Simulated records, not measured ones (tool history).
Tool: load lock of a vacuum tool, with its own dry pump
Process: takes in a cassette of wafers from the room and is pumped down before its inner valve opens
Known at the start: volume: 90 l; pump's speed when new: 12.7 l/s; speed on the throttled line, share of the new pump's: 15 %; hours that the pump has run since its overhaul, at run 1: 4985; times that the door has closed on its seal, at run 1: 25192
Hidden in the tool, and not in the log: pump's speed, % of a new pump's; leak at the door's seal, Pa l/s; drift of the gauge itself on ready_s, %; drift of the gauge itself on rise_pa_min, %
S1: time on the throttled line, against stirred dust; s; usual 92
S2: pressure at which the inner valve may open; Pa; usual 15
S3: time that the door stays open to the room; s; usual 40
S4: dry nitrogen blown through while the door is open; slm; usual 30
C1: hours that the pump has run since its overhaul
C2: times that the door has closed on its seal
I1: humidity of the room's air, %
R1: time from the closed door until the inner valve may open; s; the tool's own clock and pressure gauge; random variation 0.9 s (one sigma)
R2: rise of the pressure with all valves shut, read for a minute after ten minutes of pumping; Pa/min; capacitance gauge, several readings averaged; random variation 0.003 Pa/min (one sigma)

Run 1, hour 0.0: usual settings; C1 4985; C2 25192; I1 46.5. Result: R1 143.0 s, R2 0.174 Pa/min.
Run 2, hour 103.2: usual settings; C1 5088; C2 25451; I1 45.0. Result: R1 144.1 s, R2 0.179 Pa/min.
Run 3, hour 228.1: usual settings; C1 5213; C2 25765; I1 42.9. Result: R1 144.0 s, R2 0.180 Pa/min.
Run 4, hour 345.1: usual settings; C1 5330; C2 26059; I1 49.7. Result: R1 144.9 s, R2 0.182 Pa/min.
Run 5, hour 459.3: usual settings but S4 22 slm; C1 5444; C2 26345; I1 44.6. Result: R1 143.7 s, R2 0.187 Pa/min.
Run 6, hour 599.2: usual settings but S4 22 slm; C1 5584; C2 26697; I1 46.4. Result: R1 144.3 s, R2 0.200 Pa/min.
Run 7, hour 671.8: usual settings but S4 22 slm; C1 5656; C2 26879; I1 50.9. Result: R1 144.5 s, R2 0.199 Pa/min.
Run 8, hour 742.1: usual settings but S4 40 slm; C1 5727; C2 27056; I1 46.8. Result: R1 142.3 s, R2 0.201 Pa/min.
Run 9, hour 880.0: usual settings but S4 40 slm; C1 5865; C2 27402; I1 42.0. Result: R1 145.9 s, R2 0.203 Pa/min.
Run 10, hour 996.2: usual settings; C1 5981; C2 27694; I1 46.1. Result: R1 146.3 s, R2 0.205 Pa/min.
Run 11, hour 1140.7: usual settings but S3 47 s; C1 6125; C2 28057; I1 46.0. Result: R1 145.2 s, R2 0.216 Pa/min.
Run 12, hour 1266.6: usual settings but S3 47 s; C1 6251; C2 28373; I1 45.4. Result: R1 145.3 s, R2 0.213 Pa/min.
Run 13, hour 1337.8: usual settings but S3 47 s; C1 6322; C2 28552; I1 46.9. Result: R1 143.7 s, R2 0.219 Pa/min.
Run 14, hour 1422.3: usual settings but S3 47 s; C1 6407; C2 28764; I1 45.4. Result: R1 145.2 s, R2 0.217 Pa/min.
Run 15, hour 1499.6: usual settings but S3 47 s; C1 6484; C2 28958; I1 42.0. Result: R1 146.6 s, R2 0.224 Pa/min.
Run 16, hour 1647.4: usual settings but S3 47 s; C1 6632; C2 29329; I1 44.3. Result: R1 145.6 s, R2 0.220 Pa/min.
Run 17, hour 1799.7: usual settings but S3 56 s; C1 6784; C2 29712; I1 44.2. Result: R1 146.0 s, R2 0.223 Pa/min.
Run 18, hour 1929.2: usual settings but S3 56 s; C1 6914; C2 30037; I1 42.7. Result: R1 145.2 s, R2 0.236 Pa/min.
Run 19, hour 2025.4: usual settings but S1 111 s, S3 42 s, S4 15 slm; C1 7010; C2 30279; I1 46.5. Result: R1 162.5 s, R2 0.236 Pa/min.
Run 20, hour 2097.6: usual settings but S1 49 s, S2 23 Pa, S3 190 s, S4 15 slm; C1 7082; C2 30460; I1 47.5. Result: R1 105.4 s, R2 0.282 Pa/min.
Run 21, hour 2180.8: usual settings but S1 49 s, S2 11 Pa, S3 79 s, S4 15 slm; C1 7165; C2 30669; I1 45.1. Result: R1 111.8 s, R2 0.261 Pa/min.
Run 22, hour 2291.2: usual settings but S1 49 s, S3 103 s; C1 7276; C2 30946; I1 45.9. Result: R1 109.5 s, R2 0.259 Pa/min.
Run 23, hour 2451.3: usual settings but S1 49 s, S3 103 s; C1 7436; C2 31349; I1 42.3. Result: R1 108.8 s, R2 0.256 Pa/min.
Run 24, hour 2599.9: usual settings but S1 49 s, S3 103 s; C1 7584; C2 31722; I1 44.3. Result: R1 110.3 s, R2 0.260 Pa/min.
Run 25, hour 2741.2: usual settings but S1 49 s, S3 145 s, S4 15 slm; C1 7726; C2 32077; I1 43.9. Result: R1 109.7 s, R2 0.289 Pa/min.
Run 26, hour 2895.6: usual settings but S1 49 s, S2 14 Pa, S3 145 s, S4 5 slm; C1 7880; C2 32465; I1 45.5. Result: R1 110.1 s, R2 0.319 Pa/min.
Run 27, hour 2986.1: usual settings but S4 35 slm; C1 7971; C2 32692; I1 44.5. Result: R1 146.2 s, R2 0.264 Pa/min.
Run 28, hour 3121.6: usual settings but S3 31 s, S4 15 slm; C1 8106; C2 33032; I1 41.5. Result: R1 145.5 s, R2 0.267 Pa/min.
Run 29, hour 3239.7: usual settings but S3 31 s, S4 15 slm; C1 8224; C2 33329; I1 46.1. Result: R1 146.5 s, R2 0.274 Pa/min.
Run 30, hour 3362.1: usual settings but S4 6 slm; C1 8347; C2 33636; I1 43.8. Result: R1 147.2 s, R2 0.294 Pa/min.
Run 31, hour 3507.2: usual settings but S4 6 slm; C1 8492; C2 34001; I1 44.1. Result: R1 147.4 s, R2 0.293 Pa/min.
Run 32, hour 3584.4: usual settings but S1 171 s, S3 148 s, S4 6 slm; C1 8569; C2 34195; I1 46.2. Result: R1 213.8 s, R2 0.331 Pa/min.
Run 33, hour 3718.3: usual settings but S1 171 s, S3 148 s, S4 6 slm; C1 8703; C2 34531; I1 46.0. Result: R1 211.6 s, R2 0.343 Pa/min.
Run 34, hour 3874.5: usual settings but S1 138 s, S3 148 s, S4 6 slm; C1 8859; C2 34923; I1 43.8. Result: R1 185.4 s, R2 0.349 Pa/min.
Run 35, hour 3997.3: usual settings but S2 19 Pa, S3 125 s; C1 8982; C2 35232; I1 49.7. Result: R1 143.3 s, R2 0.313 Pa/min.
Run 36, hour 4090.9: usual settings but S1 86 s, S2 18 Pa; C1 9075; C2 35467; I1 46.8. Result: R1 139.2 s, R2 0.296 Pa/min.

3 ways to go on from here, each from the tool as it stands after run 36. What would each give?
Run A, hour 4190.7: usual settings but S1 86 s, S2 18 Pa, S3 110 s, S4 11 slm; C1 9175; C2 35717; I1 42.2. Result: R1 ?, R2 ?.
Run B, hour 4190.7: usual settings but S1 50 s, S4 7 slm; C1 9175; C2 35717; I1 45.6. Result: R1 ?, R2 ?.
Run C, hour 4190.7: usual settings but S1 88 s, S2 18 Pa, S4 20 slm; C1 9175; C2 35717; I1 45.0. Result: R1 ?, R2 ?.

run     R1     R2
  A  139.3  0.323
  B  112.0  0.316
  C  142.5  0.309
Without the tool's hidden state the same runs would have given:
run     R1     R2
  A  133.5  0.051
  B  105.5  0.039
  C  136.7  0.030
